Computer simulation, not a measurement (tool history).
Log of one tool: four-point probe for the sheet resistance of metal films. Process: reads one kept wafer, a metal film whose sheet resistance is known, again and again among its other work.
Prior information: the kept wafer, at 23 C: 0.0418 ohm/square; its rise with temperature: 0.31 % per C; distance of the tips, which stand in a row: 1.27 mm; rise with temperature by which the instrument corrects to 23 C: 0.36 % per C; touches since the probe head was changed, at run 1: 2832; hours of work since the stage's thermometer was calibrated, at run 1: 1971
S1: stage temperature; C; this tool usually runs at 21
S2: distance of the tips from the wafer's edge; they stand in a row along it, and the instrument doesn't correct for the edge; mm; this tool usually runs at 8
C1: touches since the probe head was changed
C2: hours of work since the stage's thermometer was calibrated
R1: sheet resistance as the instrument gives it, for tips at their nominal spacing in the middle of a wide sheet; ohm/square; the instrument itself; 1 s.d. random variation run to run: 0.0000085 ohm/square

run	hour	S1	S2	C1	C2	R1
1	0	21	8	2832	1971	0.042109
2	20.6	21	8	3321	1983	0.042119
3	35	21	8	3666	1992	0.042105
4	56	21	8	4165	2005	0.042115
5	72.3	21	8	4554	2015	0.042103
6	91.4	21	8	5008	2026	0.042113
7	101.4	21	5	5244	2032	0.04295
8	121.9	21	5	5734	2045	0.042958
9	132.2	21	5	5979	2051	0.042973
10	153.8	21	8	6493	2064	0.042107
11	170.1	30	8	6881	2074	0.041945
12	184	30	8	7212	2082	0.041961
13	206.9	21	8	7757	2096	0.042127
14	227.8	21	8	8254	2109	0.042103
15	242.3	21	8	8600	2118	0.042117
16	260.8	21	8	9040	2129	0.042121
17	275.4	21	8	9388	2138	0.042135
# hour 297.6: stage's thermometer calibrated
18	297.6	21	25	9902	0	0.04161
19	310.9	21	25	10220	8	0.041607
20	333.3	21	4	10753	22	0.043681
21	351.4	28	34	11183	33	0.041468
22	365.8	24	31	11527	41	0.04154
23	386.9	24	19	12029	54	0.041601
24	409.1	24	19	12557	68	0.041619
# hour 413.2: stage's thermometer calibrated, once more
25	424.4	24	25	12909	7	0.041647
26	440.3	24	25	13287	16	0.041632
27	452.5	18	5	13578	24	0.043114
28	468.6	18	5	13960	34	0.043117
29	485.9	34	20	14374	44	0.041506
30	496.1	34	20	14616	50	0.041486
31	517.5	33	12	15125	63	0.041671
32	539.5	29	9	15648	77	0.041938
33	550.4	29	9	15907	83	0.04194
34	567.1	20	3	16304	93	0.045315

Hidden state at the last listed run before each entry between runs and at the first one after, where it differs:
Between runs 17 and 18: stage's thermometer calibrated (hour 297.6)
  inner tips' distance over the nominal, %: -0.456 -> -0.453; wafer's true temperature over the reading, C: -0.5 -> -0.62
  the result without the hidden state subtracted from the measured one, R1: -0.000275 -> -0.000285 ohm/square
Between runs 24 and 25: stage's thermometer calibrated, once more (hour 413.2)
  inner tips' distance over the nominal, %: -0.438 -> -0.436; tips' flats over new ones', %: 3 -> 4; wafer's true temperature over the reading, C: -0.63 -> -0.02
  the result without the hidden state subtracted from the measured one, R1: -0.00028 -> -0.0002 ohm/square

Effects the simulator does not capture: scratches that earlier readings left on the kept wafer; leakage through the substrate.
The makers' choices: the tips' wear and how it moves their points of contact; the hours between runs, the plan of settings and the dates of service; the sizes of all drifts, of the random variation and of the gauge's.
